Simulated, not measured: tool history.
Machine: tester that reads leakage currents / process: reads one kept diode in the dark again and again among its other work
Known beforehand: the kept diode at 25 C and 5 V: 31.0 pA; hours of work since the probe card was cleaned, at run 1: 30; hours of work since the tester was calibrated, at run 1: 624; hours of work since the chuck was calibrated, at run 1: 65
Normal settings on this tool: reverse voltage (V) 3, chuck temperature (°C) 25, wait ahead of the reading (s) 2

run,hour,reverse voltage (V),chuck temperature (°C),wait ahead of the reading (s),hours of work since the probe card was cleaned,hours of work since the tester was calibrated,hours of work since the chuck was calibrated,current that the tester gives (pA)
1,0,3,25,2,30,624,65,26.61
2,20.4,3,25,2,44,638,79,26.76
3,45.5,3,25,2,61,655,96,26.7
4,77,3,25,2,83,677,118,26.72
5,95.7,3,25,2,96,689,130,26.6
6,128.2,3,25,2,118,712,153,26.72
7,160.1,3,25,2,140,734,175,26.74
8,187.4,7.49,25,2,159,753,193,35.84
9,221.1,7.49,25,2,182,776,217,35.62
10,247.5,7.49,25,2,200,794,235,35.85
11,278.4,7.49,25,2,222,815,256,35.45
12,301.9,7.49,25,2,238,831,272,35.7
13,329.9,3,21,2,257,851,292,19.14
14,359.4,3,21,2,277,871,312,19.29
15,378.7,3,21,2,291,884,325,19.19
16,408.7,3,21,2,311,905,346,19.23
17,430.2,3,21,2,326,920,361,19.23
18,465.6,3,25,2,350,944,385,26.51
19,498.8,3,25,7.11,373,967,408,26.46
20,519.6,3,25,7.11,388,981,422,26.41
21,537.9,1.8,21,1,400,994,435,16.46
22,565,11.37,25,1.69,419,1012,453,41.27
23,596.5,5.26,25,7.72,440,1034,475,31.58
24,623.3,5.26,25,7.72,459,1053,494,31.5
25,655.9,7.15,25,7.72,481,1075,516,34.92
26,671.5,3.2,27,1.08,492,1086,527,31.96
27,695.9,18.72,33,1.1,509,1103,543,90.51
28,728,18.72,33,1.1,531,1125,566,90.15
29,758.2,2.19,23,4.36,552,1145,586,20.37
30,789.7,2.19,23,4.36,573,1167,608,20.52
31,809.5,2.19,23,4.36,587,1181,622,20.28
32,828.9,2.19,23,4.36,600,1194,635,20.48
33,857.7,1.91,31,2.05,620,1214,655,36.95
34,877.2,7.74,31,1.73,634,1227,668,57.91
35,910,1.13,33,1.17,656,1250,691,36.6
36,925,2.65,44,0.68,667,1260,701,108.57
37,958,2.65,44,0.68,689,1283,724,107.98
38,983.4,2.65,44,0.68,707,1300,741,108.2
39,1020.9,1.24,44,3.51,733,1326,767,84.88
40,1048.8,1.24,44,3.51,752,1345,786,84.74

Branching from run 40: 3 alternative next runs. What would each branch give?
A,1077.9,1.57,23,3.51,772,1365,806,?
B,1077.9,1.42,20,4.68,772,1365,806,?
C,1077.9,18.94,57,2,772,1365,806,?

run,current that the tester gives (pA)
A,18.36
B,13.88
C,488.34
Without the tool's hidden state the same runs would have given:
run,current that the tester gives (pA)
A,18.36
B,13.88
C,488.45
